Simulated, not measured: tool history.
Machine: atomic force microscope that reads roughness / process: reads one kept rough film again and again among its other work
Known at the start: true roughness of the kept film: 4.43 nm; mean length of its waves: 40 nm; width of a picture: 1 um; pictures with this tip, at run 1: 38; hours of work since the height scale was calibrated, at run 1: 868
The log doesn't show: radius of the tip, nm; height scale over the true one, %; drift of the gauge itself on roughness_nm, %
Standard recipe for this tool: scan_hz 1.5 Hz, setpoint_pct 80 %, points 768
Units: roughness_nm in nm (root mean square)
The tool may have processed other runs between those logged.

run     day  scan_hz  setpoint_pct  points  pictures with this tip  hours of work since the height scale was calibrated  roughness_nm
  1       0      1.5            80     768                      38                                                  868         3.831
  2   0.983      1.5            80     768                      72                                                  887         3.828
  3   2.042     0.66            80     768                     109                                                  907         4.001
  4   3.383     0.66            80     768                     155                                                  933         3.984
  5   4.346     0.66            80     768                     188                                                  951         3.979
      4.517  -- new tip fitted
  6   5.596     0.66            80     768                      37                                                  975         3.974
  7   6.321     0.66            80     768                      62                                                  988         4.007
  8   6.962     0.66            80     768                      84                                                 1001         4.016
  9   8.167     0.66            80     768                     126                                                 1024             4
 10   9.058     0.66            80     768                     156                                                 1041         4.005
     10.192  -- new tip fitted
 11  10.229      1.5            80     768                       1                                                 1063          3.86
 12  11.254      1.5            80     768                      37                                                 1082         3.863
 13  11.921     0.55            80     768                      60                                                 1095         3.983
 14  13.221     0.55            80     768                     105                                                 1120         4.029
 15  14.296     0.55            80     768                     142                                                 1140         4.033
 16  15.654     0.55            80     768                     189                                                 1166         4.039
     15.858  -- new tip fitted
 17  16.354     0.55            80     768                      17                                                 1179         4.008
 18  17.658     0.55            80     768                      62                                                 1204         4.013
 19  18.688     0.55            80     768                      98                                                 1224         4.051
 20  19.821     0.55            80     768                     137                                                 1246         4.007
 21  21.142      1.5            80     768                     183                                                 1271         3.876
     21.492  -- new tip fitted
 22   22.05      1.5            80     768                      19                                                 1288          3.86
 23  22.929      1.5            80     768                      50                                                 1305         3.857
 24    23.8      1.5            80     768                      80                                                 1321          3.85
 25  25.012      0.7            80     768                     122                                                 1344         4.007
 26  26.092      1.5            80     600                     159                                                 1365         3.853
     27.096  -- new tip fitted
 27  27.229     0.53            80     768                       5                                                 1386         4.008
 28  27.979     1.04            90     980                      30                                                 1401         3.824
 29  29.067     1.04            90     980                      68                                                 1421          3.86
 30  29.854     1.04            90     980                      95                                                 1436         3.858
 31  30.946     3.33            90     980                     133                                                 1457          3.37
 32  31.933     3.33            90     980                     167                                                 1476         3.339
     32.733  -- new tip fitted
 33  33.171      1.5            80     411                      15                                                 1499         3.853
 34  34.383      1.5            74     411                      57                                                 1523          3.93
 35  35.379      1.5            74     411                      91                                                 1542         3.925
 36  36.321     2.29            74     374                     124                                                 1560          3.83
 37  37.662     0.58            74     523                     170                                                 1585         4.045
     38.312  -- new tip fitted
 38  38.746     0.58            70     958                      15                                                 1605         4.044
 39  39.608     0.56            58    1002                      45                                                 1622         4.124
 40  40.438     0.56            58    1002                      73                                                 1638         4.076
 41  41.796     0.61            88     768                     120                                                 1664         3.962
 42  42.483     0.59            68     768                     144                                                 1677         4.067
 43    43.5     0.59            68     768                     179                                                 1696         4.057
     43.888  -- new tip fitted
 44  44.746     1.01            79     768                      30                                                 1720         3.944
 45  45.679     1.01            79     768                      62                                                 1738         3.948
 46  47.021     1.61            69     768                     108                                                 1763         3.968
 47  47.662      2.5            63     979                     130                                                 1775         3.939
 48  48.342      2.5            63     979                     154                                                 1788         3.948
 49  49.388     0.67            80     554                     190                                                 1808         3.994
     49.467  -- new tip fitted
 50  50.183     1.48            88     969                      25                                                 1823         3.758
 51  50.904     1.48            88     969                      50                                                 1837          3.77
 52  52.175     1.48            88     969                      93                                                 1861         3.763

Entry by entry between the runs, the difference in hidden state between the last listed run before and the first listed run after:
After run 5, before run 6: new tip fitted (day 4.517)
  radius of the tip, nm: 7.1 -> 7
After run 10, before run 11: new tip fitted (day 10.192)
  radius of the tip, nm: 7.1 -> 7
After run 16, before run 17: new tip fitted (day 15.858)
  radius of the tip, nm: 7.1 -> 7
After run 21, before run 22: new tip fitted (day 21.492)
  radius of the tip, nm: 7.1 -> 7
After run 26, before run 27: new tip fitted (day 27.096)
  radius of the tip, nm: 7.1 -> 7
After run 32, before run 33: new tip fitted (day 32.733)
  radius of the tip, nm: 7.1 -> 7
After run 37, before run 38: new tip fitted (day 38.312)
  radius of the tip, nm: 7.1 -> 7
After run 43, before run 44: new tip fitted (day 43.888)
  radius of the tip, nm: 7.1 -> 7
After run 49, before run 50: new tip fitted (day 49.467)
  radius of the tip, nm: 7.1 -> 7
